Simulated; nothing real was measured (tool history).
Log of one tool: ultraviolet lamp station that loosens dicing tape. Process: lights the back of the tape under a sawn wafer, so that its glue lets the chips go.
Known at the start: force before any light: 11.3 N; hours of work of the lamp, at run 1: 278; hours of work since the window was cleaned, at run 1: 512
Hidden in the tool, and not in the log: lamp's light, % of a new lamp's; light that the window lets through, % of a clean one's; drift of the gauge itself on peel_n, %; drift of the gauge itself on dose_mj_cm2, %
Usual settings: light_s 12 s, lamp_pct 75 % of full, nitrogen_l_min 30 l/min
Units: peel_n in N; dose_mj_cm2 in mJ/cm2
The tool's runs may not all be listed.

| run | hour | light_s | lamp_pct | nitrogen_l_min | hours of work of the lamp | hours of work since the window was cleaned | peel_n | dose_mj_cm2 |
|---|---|---|---|---|---|---|---|---|
| 1 | 0 | 12 | 75 | 30 | 278 | 512 | 0.422 | 379 |
| 2 | 11.7 | 12 | 75 | 30 | 286 | 521 | 0.422 | 381 |
| 3 | 25.2 | 12 | 75 | 30 | 296 | 531 | 0.422 | 380 |
| 4 | 51 | 12 | 75 | 30 | 316 | 550 | 0.436 | 377 |
|  | 56.6 | window cleaned of glue's vapour |
| 5 | 65.8 | 12 | 75 | 30 | 327 | 7 | 0.466 | 365 |
| 6 | 82.6 | 12 | 75 | 30 | 339 | 20 | 0.471 | 361 |
| 7 | 96.7 | 12 | 75 | 30 | 350 | 30 | 0.485 | 365 |
| 8 | 122.4 | 12 | 75 | 30 | 369 | 49 | 0.501 | 365 |
| 9 | 148.9 | 12 | 75 | 30 | 389 | 69 | 0.487 | 351 |
| 10 | 162.2 | 12 | 75 | 30 | 399 | 79 | 0.505 | 357 |
| 11 | 184.4 | 12 | 75 | 30 | 416 | 96 | 0.506 | 356 |
| 12 | 198.8 | 12 | 75 | 30 | 426 | 107 | 0.516 | 350 |
| 13 | 211.4 | 12 | 75 | 30 | 436 | 116 | 0.505 | 354 |
|  | 217.3 | window cleaned of glue's vapour, once more |
| 14 | 227.8 | 12 | 75 | 30 | 448 | 8 | 0.39 | 391 |
| 15 | 254.6 | 12 | 70 | 30 | 468 | 28 | 0.487 | 357 |
| 16 | 275.6 | 15 | 75 | 30 | 484 | 44 | 0.23 | 481 |
| 17 | 298.9 | 19 | 75 | 30 | 501 | 61 | 0.153 | 603 |
| 18 | 318.5 | 19 | 75 | 30 | 516 | 76 | 0.145 | 604 |
| 19 | 344 | 11 | 75 | 30 | 535 | 95 | 0.515 | 348 |
| 20 | 366.4 | 11 | 75 | 30 | 552 | 112 | 0.551 | 342 |
| 21 | 379.3 | 12 | 75 | 30 | 561 | 122 | 0.445 | 367 |
| 22 | 405.8 | 12 | 75 | 30 | 581 | 141 | 0.453 | 367 |
| 23 | 421.6 | 6 | 71 | 41 | 593 | 153 | 2.052 | 177 |
| 24 | 444.2 | 18 | 75 | 15 | 610 | 170 | 0.257 | 548 |
| 25 | 460.9 | 12 | 73 | 30 | 623 | 183 | 0.511 | 348 |
| 26 | 481.8 | 12 | 79 | 25 | 638 | 198 | 0.468 | 382 |
| 27 | 501.4 | 19 | 75 | 54 | 653 | 213 | 0.141 | 570 |
| 28 | 520 | 11 | 66 | 34 | 667 | 227 | 0.768 | 290 |
| 29 | 531.4 | 12 | 63 | 37 | 675 | 236 | 0.682 | 302 |
| 30 | 556.8 | 17 | 88 | 40 | 694 | 255 | 0.152 | 589 |
| 31 | 578.7 | 17 | 88 | 40 | 711 | 271 | 0.161 | 586 |
| 32 | 602.9 | 12 | 88 | 15 | 729 | 289 | 0.547 | 407 |
| 33 | 615.4 | 12 | 81 | 30 | 738 | 299 | 0.43 | 378 |
| 34 | 633.9 | 11 | 75 | 20 | 752 | 312 | 0.832 | 318 |
| 35 | 652.4 | 18 | 86 | 50 | 766 | 326 | 0.145 | 597 |
| 36 | 667.8 | 18 | 70 | 9 | 778 | 338 | 0.508 | 483 |
| 37 | 680.2 | 10 | 70 | 15 | 787 | 347 | 1.467 | 264 |
| 38 | 702.6 | 10 | 70 | 15 | 804 | 364 | 1.444 | 266 |
| 39 | 725.1 | 10 | 61 | 14 | 821 | 381 | 2.024 | 233 |
| 40 | 736.3 | 10 | 61 | 14 | 829 | 389 | 1.972 | 227 |
| 41 | 755.1 | 10 | 62 | 43 | 843 | 403 | 1.146 | 234 |
| 42 | 766 | 14 | 60 | 9 | 851 | 412 | 1.461 | 309 |
| 43 | 778.7 | 10 | 60 | 11 | 861 | 421 | 2.316 | 222 |
| 44 | 796.5 | 6 | 73 | 38 | 874 | 434 | 2.333 | 154 |

Forecast each of these 3 alternatives for the next run:
| A | 809.6 | 6 | 75 | 49 | 884 | 444 | ? | ? |
| B | 809.6 | 6 | 92 | 38 | 884 | 444 | ? | ? |
| C | 809.6 | 12 | 83 | 30 | 884 | 444 | ? | ? |

| run | peel_n | dose_mj_cm2 |
|---|---|---|
| A | 2.101 | 163 |
| B | 1.62 | 202 |
| C | 0.478 | 363 |
Without the tool's hidden state the same runs would have given:
| run | peel_n | dose_mj_cm2 |
|---|---|---|
| A | 1.24 | 217 |
| B | 0.888 | 269 |
| C | 0.238 | 482 |
